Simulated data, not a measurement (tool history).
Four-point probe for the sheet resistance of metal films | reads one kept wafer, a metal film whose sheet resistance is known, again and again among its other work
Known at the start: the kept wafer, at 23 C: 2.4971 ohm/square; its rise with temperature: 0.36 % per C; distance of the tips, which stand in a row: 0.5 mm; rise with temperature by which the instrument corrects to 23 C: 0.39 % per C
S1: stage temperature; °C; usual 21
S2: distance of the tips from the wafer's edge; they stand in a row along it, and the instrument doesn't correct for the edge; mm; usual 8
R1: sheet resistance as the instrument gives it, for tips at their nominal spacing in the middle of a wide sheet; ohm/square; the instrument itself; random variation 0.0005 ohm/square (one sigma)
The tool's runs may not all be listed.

run 1 hour=0 | S1=21 S2=8 | R1=2.488487
-- hour=6.1 stage's thermometer calibrated
run 2 hour=63.3 | S1=21 S2=8 | R1=2.494598
run 3 hour=129.4 | S1=21 S2=8 | R1=2.493741
run 4 hour=176.9 | S1=18 S2=8 | R1=2.496011
run 5 hour=261.3 | S1=18 S2=8 | R1=2.495991
run 6 hour=342.9 | S1=18 S2=8 | R1=2.495633
run 7 hour=423.3 | S1=21 S2=6 | R1=2.499019
run 8 hour=486.7 | S1=28 S2=41 | R1=2.485692
run 9 hour=546.2 | S1=28 S2=41 | R1=2.485493
run 10 hour=610.9 | S1=33 S2=6 | R1=2.492819
run 11 hour=662.6 | S1=26 S2=70 | R1=2.487901
run 12 hour=724.6 | S1=32 S2=26 | R1=2.483723

Forecast each of these 5 alternatives for the next run:
run A hour=766.1 | S1=29 S2=8 | R1=?
run B hour=766.1 | S1=33 S2=4 | R1=?
run C hour=766.1 | S1=28 S2=15 | R1=?
run D hour=766.1 | S1=32 S2=5 | R1=?
run E hour=766.1 | S1=32 S2=8 | R1=?

run=A R1=2.490219
run=B R1=2.504032
run=C R1=2.487526
run=D R1=2.496955
run=E R1=2.489573
Without the tool's hidden state the same runs would have given:
run=A R1=2.498491
run=B R1=2.512343
run=C R1=2.495791
run=D R1=2.505246
run=E R1=2.497841
